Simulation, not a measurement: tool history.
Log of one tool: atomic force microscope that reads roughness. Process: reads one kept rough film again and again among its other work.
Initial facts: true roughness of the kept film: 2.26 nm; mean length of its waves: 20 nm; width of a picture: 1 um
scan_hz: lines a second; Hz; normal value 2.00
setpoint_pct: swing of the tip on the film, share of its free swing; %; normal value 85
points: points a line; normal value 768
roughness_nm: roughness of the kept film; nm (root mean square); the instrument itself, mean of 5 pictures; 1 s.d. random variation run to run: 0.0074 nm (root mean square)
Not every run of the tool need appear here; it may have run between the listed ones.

run 1 hour=0.0 | scan_hz=2.00 setpoint_pct=85 points=768 | roughness_nm=1.412
run 2 hour=12.4 | scan_hz=2.00 setpoint_pct=85 points=768 | roughness_nm=1.359
run 3 hour=34.3 | scan_hz=2.00 setpoint_pct=85 points=768 | roughness_nm=1.290
run 4 hour=52.5 | scan_hz=2.00 setpoint_pct=85 points=768 | roughness_nm=1.221
run 5 hour=76.6 | scan_hz=0.94 setpoint_pct=85 points=768 | roughness_nm=1.247
run 6 hour=88.7 | scan_hz=1.52 setpoint_pct=85 points=768 | roughness_nm=1.168
run 7 hour=104.2 | scan_hz=1.52 setpoint_pct=85 points=768 | roughness_nm=1.115
run 8 hour=123.1 | scan_hz=0.64 setpoint_pct=85 points=768 | roughness_nm=1.163
run 9 hour=140.4 | scan_hz=0.64 setpoint_pct=85 points=768 | roughness_nm=1.111
run 10 hour=157.5 | scan_hz=2.00 setpoint_pct=79 points=768 | roughness_nm=1.012
run 11 hour=176.1 | scan_hz=2.00 setpoint_pct=85 points=322 | roughness_nm=0.919
-- hour=191.3 new tip fitted
run 12 hour=191.3 | scan_hz=2.00 setpoint_pct=85 points=372 | roughness_nm=1.537
run 13 hour=206.4 | scan_hz=2.00 setpoint_pct=85 points=768 | roughness_nm=1.471
run 14 hour=226.2 | scan_hz=0.54 setpoint_pct=85 points=768 | roughness_nm=1.586
run 15 hour=247.7 | scan_hz=0.54 setpoint_pct=85 points=768 | roughness_nm=1.499
run 16 hour=268.1 | scan_hz=0.57 setpoint_pct=85 points=768 | roughness_nm=1.413
run 17 hour=292.0 | scan_hz=2.00 setpoint_pct=85 points=768 | roughness_nm=1.180
run 18 hour=304.6 | scan_hz=2.00 setpoint_pct=85 points=768 | roughness_nm=1.148
run 19 hour=323.0 | scan_hz=3.05 setpoint_pct=85 points=768 | roughness_nm=1.020
run 20 hour=343.0 | scan_hz=3.05 setpoint_pct=85 points=768 | roughness_nm=0.972
run 21 hour=362.7 | scan_hz=3.05 setpoint_pct=85 points=768 | roughness_nm=0.935
run 22 hour=380.6 | scan_hz=3.05 setpoint_pct=85 points=768 | roughness_nm=0.901
run 23 hour=391.8 | scan_hz=3.05 setpoint_pct=85 points=768 | roughness_nm=0.880
-- hour=407.5 new tip fitted
run 24 hour=411.9 | scan_hz=3.05 setpoint_pct=85 points=768 | roughness_nm=1.407
run 25 hour=423.2 | scan_hz=3.05 setpoint_pct=85 points=768 | roughness_nm=1.361
run 26 hour=435.1 | scan_hz=3.05 setpoint_pct=85 points=291 | roughness_nm=1.283
run 27 hour=452.9 | scan_hz=3.05 setpoint_pct=85 points=291 | roughness_nm=1.205
run 28 hour=474.9 | scan_hz=2.14 setpoint_pct=68 points=492 | roughness_nm=1.375
run 29 hour=493.1 | scan_hz=1.83 setpoint_pct=68 points=492 | roughness_nm=1.327
run 30 hour=506.1 | scan_hz=1.83 setpoint_pct=68 points=492 | roughness_nm=1.289
run 31 hour=524.0 | scan_hz=2.00 setpoint_pct=63 points=942 | roughness_nm=1.268
run 32 hour=546.2 | scan_hz=2.00 setpoint_pct=63 points=942 | roughness_nm=1.187
run 33 hour=564.1 | scan_hz=2.00 setpoint_pct=85 points=511 | roughness_nm=1.019
run 34 hour=581.1 | scan_hz=2.69 setpoint_pct=85 points=848 | roughness_nm=0.921
run 35 hour=606.8 | scan_hz=0.93 setpoint_pct=85 points=714 | roughness_nm=1.017
-- hour=622.5 new tip fitted
run 36 hour=623.2 | scan_hz=3.63 setpoint_pct=67 points=534 | roughness_nm=1.595
run 37 hour=640.8 | scan_hz=1.88 setpoint_pct=60 points=814 | roughness_nm=1.628
run 38 hour=654.3 | scan_hz=1.11 setpoint_pct=85 points=801 | roughness_nm=1.508
run 39 hour=664.9 | scan_hz=0.78 setpoint_pct=72 points=283 | roughness_nm=1.519
run 40 hour=682.4 | scan_hz=1.63 setpoint_pct=72 points=506 | roughness_nm=1.426
run 41 hour=694.7 | scan_hz=1.46 setpoint_pct=67 points=506 | roughness_nm=1.422
run 42 hour=712.1 | scan_hz=1.46 setpoint_pct=56 points=506 | roughness_nm=1.385
run 43 hour=735.9 | scan_hz=1.69 setpoint_pct=56 points=729 | roughness_nm=1.301
run 44 hour=759.8 | scan_hz=1.69 setpoint_pct=56 points=729 | roughness_nm=1.240
run 45 hour=777.5 | scan_hz=1.76 setpoint_pct=60 points=350 | roughness_nm=1.162
run 46 hour=789.9 | scan_hz=0.54 setpoint_pct=62 points=335 | roughness_nm=1.167
run 47 hour=808.4 | scan_hz=2.74 setpoint_pct=62 points=335 | roughness_nm=1.063
run 48 hour=823.0 | scan_hz=0.87 setpoint_pct=88 points=491 | roughness_nm=1.021
-- hour=839.4 new tip fitted
run 49 hour=845.2 | scan_hz=2.00 setpoint_pct=85 points=767 | roughness_nm=1.510
run 50 hour=859.7 | scan_hz=1.53 setpoint_pct=90 points=768 | roughness_nm=1.463
run 51 hour=883.9 | scan_hz=1.53 setpoint_pct=90 points=768 | roughness_nm=1.356
run 52 hour=903.9 | scan_hz=0.74 setpoint_pct=56 points=371 | roughness_nm=1.468

Hidden state or all else? Some run-to-run changes of roughness_nm, split into what the settings, what came in and random variation would give without the hidden state, and what is left for the hidden state (with any gauge scatter that isn't in both results):
The tool's hidden condition here consists of: radius of the tip, nm; height scale over the true one, %; drift of the gauge itself on roughness_nm, %.
Run 11 -> 12: points 322 -> 372, new tip fitted. roughness_nm +0.618 nm (root mean square): hidden state +0.601, all else +0.017.
Run 23 -> 24: new tip fitted. roughness_nm +0.527 nm (root mean square): hidden state +0.524, all else +0.003.
Run 35 -> 36: scan_hz 0.93 -> 3.63, setpoint_pct 85 -> 67, points 714 -> 534, new tip fitted. roughness_nm +0.578 nm (root mean square): hidden state +0.647, all else -0.069.
Run 48 -> 49: scan_hz 0.87 -> 2.00, setpoint_pct 88 -> 85, points 491 -> 767, new tip fitted. roughness_nm +0.489 nm (root mean square): hidden state +0.613, all else -0.124.
